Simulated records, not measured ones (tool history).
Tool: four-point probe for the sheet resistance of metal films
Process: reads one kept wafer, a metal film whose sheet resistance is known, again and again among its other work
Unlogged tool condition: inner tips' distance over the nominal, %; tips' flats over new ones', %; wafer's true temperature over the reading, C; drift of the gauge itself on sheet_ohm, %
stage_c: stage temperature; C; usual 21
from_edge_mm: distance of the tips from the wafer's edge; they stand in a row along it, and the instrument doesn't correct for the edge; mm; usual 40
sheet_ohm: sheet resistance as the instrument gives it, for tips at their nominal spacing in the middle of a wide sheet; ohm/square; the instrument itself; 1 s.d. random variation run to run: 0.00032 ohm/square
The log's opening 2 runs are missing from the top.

run	hour	stage_c	from_edge_mm	touches since the probe head was changed	hours of work since the stage's thermometer was calibrated	sheet_ohm
3	44.1	21	40	12232	118	1.572223
4	64.2	18	40	12617	130	1.573525
5	83.1	21	40	12977	142	1.572891
6	93.1	21	3	13168	148	1.708999
7	105.5	21	6	13405	155	1.608954
8	115.7	21	6	13601	161	1.609747
9	135	21	6	13970	172	1.609204
10	153.6	21	6	14324	183	1.609216
11	175.2	21	6	14739	196	1.609746
12	185	18	40	14926	202	1.573794
13	204.1	18	14	15290	213	1.579671
14	222.5	18	14	15643	224	1.580377
15	238.7	18	14	15952	234	1.579755
16	261.6	21	14	16390	247	1.57951
17	279	21	14	16722	258	1.579667
18	291.2	22	14	16955	265	1.580177
19	311.2	28	40	17338	277	1.57196

Estimate the outcome of run 20 from the log above:
20	330.9	28	40	17715	289	?

sheet_ohm: 1.572349 ohm/square
With no hidden state in the tool, this same run would have given sheet_ohm 1.574274 ohm/square.
